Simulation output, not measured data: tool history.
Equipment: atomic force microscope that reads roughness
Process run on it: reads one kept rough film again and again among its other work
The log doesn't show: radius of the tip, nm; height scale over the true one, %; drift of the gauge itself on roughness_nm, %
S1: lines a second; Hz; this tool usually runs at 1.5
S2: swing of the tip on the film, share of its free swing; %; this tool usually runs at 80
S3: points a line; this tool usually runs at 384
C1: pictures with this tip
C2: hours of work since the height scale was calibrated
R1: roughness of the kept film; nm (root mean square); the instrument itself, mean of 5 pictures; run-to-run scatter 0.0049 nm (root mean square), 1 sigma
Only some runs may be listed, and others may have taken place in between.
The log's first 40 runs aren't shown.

{"run": 41, "day": 27.862, "S1": 1.5, "S2": 87, "S3": 298, "C1": 248, "C2": 952, "R1": 0.624}
{"run": 42, "day": 28.533, "S1": 1.5, "S2": 87, "S3": 298, "C1": 279, "C2": 963, "R1": 0.617}
{"run": 43, "day": 29.296, "S1": 3.15, "S2": 78, "S3": 644, "C1": 313, "C2": 975, "R1": 0.588}
{"day": 29.846, "done": "new tip fitted"}
{"run": 44, "day": 30.088, "S1": 1.76, "S2": 58, "S3": 575, "C1": 11, "C2": 988, "R1": 0.768}
{"run": 45, "day": 30.671, "S1": 1.5, "S2": 80, "S3": 292, "C1": 38, "C2": 997, "R1": 0.698}
{"run": 46, "day": 31.567, "S1": 1.5, "S2": 80, "S3": 358, "C1": 79, "C2": 1011, "R1": 0.693}
{"run": 47, "day": 32.45, "S1": 1.5, "S2": 80, "S3": 358, "C1": 118, "C2": 1026, "R1": 0.686}
{"run": 48, "day": 33.267, "S1": 0.89, "S2": 88, "S3": 730, "C1": 156, "C2": 1039, "R1": 0.69}
{"run": 49, "day": 34.033, "S1": 0.51, "S2": 58, "S3": 265, "C1": 190, "C2": 1051, "R1": 0.722}
{"run": 50, "day": 34.45, "S1": 1.74, "S2": 58, "S3": 978, "C1": 209, "C2": 1058, "R1": 0.705}
{"run": 51, "day": 34.892, "S1": 1.74, "S2": 58, "S3": 978, "C1": 229, "C2": 1065, "R1": 0.706}
{"run": 52, "day": 35.696, "S1": 1.74, "S2": 79, "S3": 300, "C1": 266, "C2": 1078, "R1": 0.643}

Each row is a separate what-if for the run after 52, all from the same tool condition, not one after another. Results?
{"run": "A", "day": 36.375, "S1": 0.58, "S2": 79, "S3": 300, "C1": 296, "C2": 1089, "R1": "?"}
{"run": "B", "day": 36.375, "S1": 3.14, "S2": 79, "S3": 837, "C1": 296, "C2": 1089, "R1": "?"}
{"run": "C", "day": 36.375, "S1": 1.74, "S2": 70, "S3": 317, "C1": 296, "C2": 1089, "R1": "?"}
{"run": "D", "day": 36.375, "S1": 1.74, "S2": 63, "S3": 300, "C1": 296, "C2": 1089, "R1": "?"}

run=A R1=0.673
run=B R1=0.591
run=C R1=0.666
run=D R1=0.678
Without the tool's hidden state the same runs would have given:
run=A R1=0.751
run=B R1=0.66
run=C R1=0.743
run=D R1=0.757
